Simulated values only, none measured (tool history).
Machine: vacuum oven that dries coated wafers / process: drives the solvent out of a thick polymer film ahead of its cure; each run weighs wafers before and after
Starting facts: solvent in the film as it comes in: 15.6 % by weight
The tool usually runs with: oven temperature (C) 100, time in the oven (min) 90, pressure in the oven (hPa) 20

{"run": 1, "hour": 0.0, "oven temperature (C)": 100, "time in the oven (min)": 90, "pressure in the oven (hPa)": 20, "solvent left in the film (%)": 1.52}
{"run": 2, "hour": 88.2, "oven temperature (C)": 100, "time in the oven (min)": 90, "pressure in the oven (hPa)": 20, "solvent left in the film (%)": 1.5}
{"run": 3, "hour": 173.3, "oven temperature (C)": 100, "time in the oven (min)": 90, "pressure in the oven (hPa)": 20, "solvent left in the film (%)": 1.51}
{"run": 4, "hour": 268.5, "oven temperature (C)": 100, "time in the oven (min)": 90, "pressure in the oven (hPa)": 20, "solvent left in the film (%)": 1.52}
{"run": 5, "hour": 384.6, "oven temperature (C)": 100, "time in the oven (min)": 90, "pressure in the oven (hPa)": 67.3, "solvent left in the film (%)": 3.19}
{"run": 6, "hour": 494.5, "oven temperature (C)": 100, "time in the oven (min)": 90, "pressure in the oven (hPa)": 67.3, "solvent left in the film (%)": 3.22}
{"run": 7, "hour": 622.5, "oven temperature (C)": 100, "time in the oven (min)": 90, "pressure in the oven (hPa)": 67.3, "solvent left in the film (%)": 3.23}
{"run": 8, "hour": 745.3, "oven temperature (C)": 100, "time in the oven (min)": 90, "pressure in the oven (hPa)": 67.3, "solvent left in the film (%)": 3.21}
{"run": 9, "hour": 868.0, "oven temperature (C)": 100, "time in the oven (min)": 90, "pressure in the oven (hPa)": 71.6, "solvent left in the film (%)": 3.34}
{"run": 10, "hour": 944.9, "oven temperature (C)": 100, "time in the oven (min)": 90, "pressure in the oven (hPa)": 47.1, "solvent left in the film (%)": 2.46}
{"run": 11, "hour": 1022.0, "oven temperature (C)": 106, "time in the oven (min)": 90, "pressure in the oven (hPa)": 47.1, "solvent left in the film (%)": 1.78}
{"run": 12, "hour": 1149.9, "oven temperature (C)": 87, "time in the oven (min)": 120, "pressure in the oven (hPa)": 50, "solvent left in the film (%)": 4.19}
{"run": 13, "hour": 1246.8, "oven temperature (C)": 100, "time in the oven (min)": 73, "pressure in the oven (hPa)": 22.7, "solvent left in the film (%)": 2.09}
{"run": 14, "hour": 1345.1, "oven temperature (C)": 100, "time in the oven (min)": 98, "pressure in the oven (hPa)": 19.7, "solvent left in the film (%)": 1.32}
{"run": 15, "hour": 1425.9, "oven temperature (C)": 100, "time in the oven (min)": 90, "pressure in the oven (hPa)": 13.1, "solvent left in the film (%)": 1.26}
{"run": 16, "hour": 1523.0, "oven temperature (C)": 100, "time in the oven (min)": 90, "pressure in the oven (hPa)": 36.4, "solvent left in the film (%)": 2.09}
{"run": 17, "hour": 1600.9, "oven temperature (C)": 108, "time in the oven (min)": 90, "pressure in the oven (hPa)": 20, "solvent left in the film (%)": 0.83}
{"run": 18, "hour": 1710.5, "oven temperature (C)": 109, "time in the oven (min)": 90, "pressure in the oven (hPa)": 41.3, "solvent left in the film (%)": 1.33}
{"run": 19, "hour": 1778.0, "oven temperature (C)": 86, "time in the oven (min)": 53, "pressure in the oven (hPa)": 29.2, "solvent left in the film (%)": 6.3}

Run 20 is up next; what results do you expect?
{"run": 20, "hour": 1885.8, "oven temperature (C)": 102, "time in the oven (min)": 47, "pressure in the oven (hPa)": 34.9, "solvent left in the film (%)": "?"}

solvent left in the film (%): 3.66
With the hidden condition absent and the run-to-run variation left alone, this run would have shown solvent left in the film (%) 3.68.

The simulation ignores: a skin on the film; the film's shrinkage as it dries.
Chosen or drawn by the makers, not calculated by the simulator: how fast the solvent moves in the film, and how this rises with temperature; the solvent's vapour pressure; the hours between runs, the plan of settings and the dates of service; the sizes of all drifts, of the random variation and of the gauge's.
